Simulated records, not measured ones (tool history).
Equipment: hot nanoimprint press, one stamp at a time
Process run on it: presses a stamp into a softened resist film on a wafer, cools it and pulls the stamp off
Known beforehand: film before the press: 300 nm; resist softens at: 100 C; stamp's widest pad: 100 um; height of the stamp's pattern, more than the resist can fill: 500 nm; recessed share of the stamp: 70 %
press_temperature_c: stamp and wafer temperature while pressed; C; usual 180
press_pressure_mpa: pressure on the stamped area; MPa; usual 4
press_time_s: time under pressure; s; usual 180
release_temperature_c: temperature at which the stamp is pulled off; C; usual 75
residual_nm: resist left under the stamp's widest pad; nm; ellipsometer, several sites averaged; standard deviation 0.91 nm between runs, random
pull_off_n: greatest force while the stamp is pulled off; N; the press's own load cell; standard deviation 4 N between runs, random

Run 1, hour 0: usual settings. Result: residual_nm 154.2 nm, pull_off_n 255 N.
Run 2, hour 20.5: usual settings but release_temperature_c 83 C. Result: residual_nm 153.7 nm, pull_off_n 194 N.
Run 3, hour 54: usual settings. Result: residual_nm 153.6 nm, pull_off_n 267 N.
Run 4, hour 67.9: usual settings but press_time_s 102 s. Result: residual_nm 187.2 nm, pull_off_n 263 N.
At hour 90.7: stamp cleaned and given a new release coat.
Run 5, hour 106.1: usual settings. Result: residual_nm 153.3 nm, pull_off_n 229 N.
Run 6, hour 123.1: usual settings. Result: residual_nm 155.6 nm, pull_off_n 225 N.
Run 7, hour 138: usual settings. Result: residual_nm 156 nm, pull_off_n 234 N.
Run 8, hour 170.8: usual settings but press_pressure_mpa 4.64 MPa, press_time_s 199 s. Result: residual_nm 142.2 nm, pull_off_n 230 N.
Run 9, hour 200.8: usual settings but press_pressure_mpa 4.64 MPa, press_time_s 341 s. Result: residual_nm 113.8 nm, pull_off_n 227 N.
Run 10, hour 225.3: usual settings but press_temperature_c 169 C, release_temperature_c 81 C. Result: residual_nm 211.4 nm, pull_off_n 196 N.
Run 11, hour 246.7: usual settings but press_time_s 303 s, release_temperature_c 68 C. Result: residual_nm 129.3 nm, pull_off_n 289 N.

Below are 4 alternative next runs, each starting from the tool's condition after run 11. Predict each:
Run A, hour 277.9: usual settings but press_pressure_mpa 2.91 MPa, press_time_s 303 s, release_temperature_c 77 C. Result: residual_nm ?, pull_off_n ?.
Run B, hour 277.9: usual settings but press_temperature_c 187 C. Result: residual_nm ?, pull_off_n ?.
Run C, hour 277.9: usual settings but press_pressure_mpa 3.62 MPa, press_time_s 303 s, release_temperature_c 68 C. Result: residual_nm ?, pull_off_n ?.
Run D, hour 277.9: usual settings but press_temperature_c 171 C, press_time_s 103 s, release_temperature_c 68 C. Result: residual_nm ?, pull_off_n ?.

run  residual_nm  pull_off_n
  A        146.9         230
  B        127.5         242
  C        134.5         289
  D        230.3         287
Without the tool's hidden state the same runs would have given:
run  residual_nm  pull_off_n
  A        137.3         203
  B        118.8         214
  C          125         259
  D        220.1         257
